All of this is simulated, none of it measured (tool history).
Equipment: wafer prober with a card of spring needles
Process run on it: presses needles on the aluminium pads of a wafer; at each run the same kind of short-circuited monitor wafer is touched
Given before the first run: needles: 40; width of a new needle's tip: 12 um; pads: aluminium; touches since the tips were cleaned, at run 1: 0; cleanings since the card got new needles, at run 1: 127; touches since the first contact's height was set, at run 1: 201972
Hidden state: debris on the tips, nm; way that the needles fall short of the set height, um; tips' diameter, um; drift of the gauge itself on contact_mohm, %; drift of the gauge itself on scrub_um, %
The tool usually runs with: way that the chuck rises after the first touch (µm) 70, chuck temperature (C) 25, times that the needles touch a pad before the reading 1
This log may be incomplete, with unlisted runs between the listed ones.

run,day,way that the chuck rises after the first touch (µm),chuck temperature (C),times that the needles touch a pad before the reading,touches since the tips were cleaned,cleanings since the card got new needles,touches since the first contact's height was set,resistance of one needle with its contact and lead (mohm),way that a needle slides on the pad (µm)
1,0,70,25,1,0,127,201972,190,14.63
# day 0.175: tips cleaned on abrasive film
# day 0.35: tips cleaned on abrasive film
# day 0.562: tips cleaned on abrasive film
# day 0.779: tips cleaned on abrasive film
2,0.783,70,25,1,99,131,215557,188,14.5
# day 0.992: tips cleaned on abrasive film
# day 1.167: tips cleaned on abrasive film
# day 1.342: tips cleaned on abrasive film
# day 1.558: tips cleaned on abrasive film
3,1.65,70,25,1,1617,135,230609,216,14.47
# day 1.738: tips cleaned on abrasive film
# day 1.912: tips cleaned on abrasive film
# day 2.096: height of the first contact set anew
# day 2.142: tips cleaned on abrasive film
4,2.267,70,43,1,2228,138,2982,227,13.94
# day 2.358: tips cleaned on abrasive film
# day 2.571: tips cleaned on abrasive film
# day 2.779: tips cleaned on abrasive film
5,2.888,70,43,1,1967,141,13783,225,13.95
# day 2.979: tips cleaned on abrasive film
# day 3.183: tips cleaned on abrasive film
# day 3.396: tips cleaned on abrasive film
# day 3.604: tips cleaned on abrasive film
6,3.646,70,43,1,708,145,26890,213,13.86
# day 3.821: tips cleaned on abrasive film
# day 3.996: tips cleaned on abrasive film
7,4.121,70,43,1,2274,147,35193,227,13.91
# day 4.171: tips cleaned on abrasive film
# day 4.388: tips cleaned on abrasive film
# day 4.592: tips cleaned on abrasive film
# day 4.804: tips cleaned on abrasive film
8,4.862,70,43,1,1041,151,48006,211,13.88
# day 4.992: tips cleaned on abrasive film
# day 5.2: tips cleaned on abrasive film
# day 5.375: tips cleaned on abrasive film
# day 5.55: tips cleaned on abrasive film
# day 5.688: height of the first contact set anew, once more
9,5.729,70,43,1,2936,155,707,233,15.16
# day 5.775: tips cleaned on abrasive film
# day 5.95: tips cleaned on abrasive film
# day 6.167: tips cleaned on abrasive film
# day 6.379: tips cleaned on abrasive film
10,6.45,70,25,1,1270,159,13203,209,15.11
# day 6.579: tips cleaned on abrasive film
# day 6.796: tips cleaned on abrasive film
11,6.954,70,25,1,2779,161,21970,220,15.14
# day 7: tips cleaned on abrasive film
# day 7.217: tips cleaned on abrasive film
# day 7.429: tips cleaned on abrasive film
# day 7.929: card fitted with new needles
# day 8.142: tips cleaned on abrasive film
12,8.233,70,25,1,1612,1,5323,214,15.15
# day 8.317: tips cleaned on abrasive film
# day 8.533: tips cleaned on abrasive film
# day 8.729: tips cleaned on abrasive film
13,8.729,70,107,1,0,4,13891,204,15.15
# day 8.946: tips cleaned on abrasive film
# day 9.158: tips cleaned on abrasive film
14,9.254,70,66,1,1725,6,23095,223,15.09
# day 9.346: tips cleaned on abrasive film
# day 9.554: tips cleaned on abrasive film
# day 9.767: tips cleaned on abrasive film
15,9.904,81,79,2,2422,9,34358,215,17.42
# day 9.95: tips cleaned on abrasive film
# day 10.162: tips cleaned on abrasive film
16,10.288,55,68,1,2151,11,40985,236,11.85
# day 10.375: tips cleaned on abrasive film
# day 10.592: tips cleaned on abrasive film
# day 10.767: tips cleaned on abrasive film
17,10.846,55,68,1,1456,14,50731,227,11.85
# day 10.979: tips cleaned on abrasive film
# day 11.196: tips cleaned on abrasive film
18,11.238,55,68,1,728,16,57488,216,11.76
# day 11.408: tips cleaned on abrasive film
# day 11.625: tips cleaned on abrasive film
19,11.638,74,25,1,231,18,64408,192,15.83
# day 11.812: tips cleaned on abrasive film
# day 11.983: tips cleaned on abrasive film
# day 12.192: tips cleaned on abrasive film
# day 12.388: tips cleaned on abrasive film
20,12.388,74,95,2,0,22,77450,204,15.78
# day 12.562: tips cleaned on abrasive film
# day 12.771: tips cleaned on abrasive film
21,12.829,67,61,1,1103,24,85141,215,14.22
# day 12.962: tips cleaned on abrasive film
# day 13.179: tips cleaned on abrasive film
22,13.183,70,25,1,101,26,91271,190,14.87
# day 13.358: tips cleaned on abrasive film
# day 13.538: tips cleaned on abrasive film
23,13.538,89,25,1,0,28,97361,185,19.07
# day 13.742: tips cleaned on abrasive film
# day 13.958: tips cleaned on abrasive film
24,13.958,70,25,2,13,30,104663,186,14.84
# day 14.162: tips cleaned on abrasive film
# day 14.375: tips cleaned on abrasive film
25,14.388,53,46,2,227,32,112153,200,11.17
# day 14.562: tips cleaned on abrasive film
# day 14.775: tips cleaned on abrasive film
# day 14.988: tips cleaned on abrasive film
26,15.125,70,27,2,2395,35,124966,205,14.86

For some of the steps in resistance of one needle with its contact and lead (mohm) from one run to the next: how much would appear even if the tool had no hidden state, given the settings, what came in and random variation, and how much remains for the hidden state plus any gauge scatter that the measured result and the result without hidden state don't share?
Run 2 -> 3: tips cleaned on abrasive film, tips cleaned on abrasive film, tips cleaned on abrasive film, tips cleaned on abrasive film. resistance of one needle with its contact and lead (mohm) +28: hidden state +27, all else +1.
Run 12 -> 13: chuck temperature (C) 25 -> 107, tips cleaned on abrasive film, tips cleaned on abrasive film, tips cleaned on abrasive film. resistance of one needle with its contact and lead (mohm) -10: hidden state -28, all else +18.
Run 21 -> 22: way that the chuck rises after the first touch (µm) 67 -> 70, chuck temperature (C) 61 -> 25, tips cleaned on abrasive film, tips cleaned on abrasive film. resistance of one needle with its contact and lead (mohm) -25: hidden state -19, all else -6.
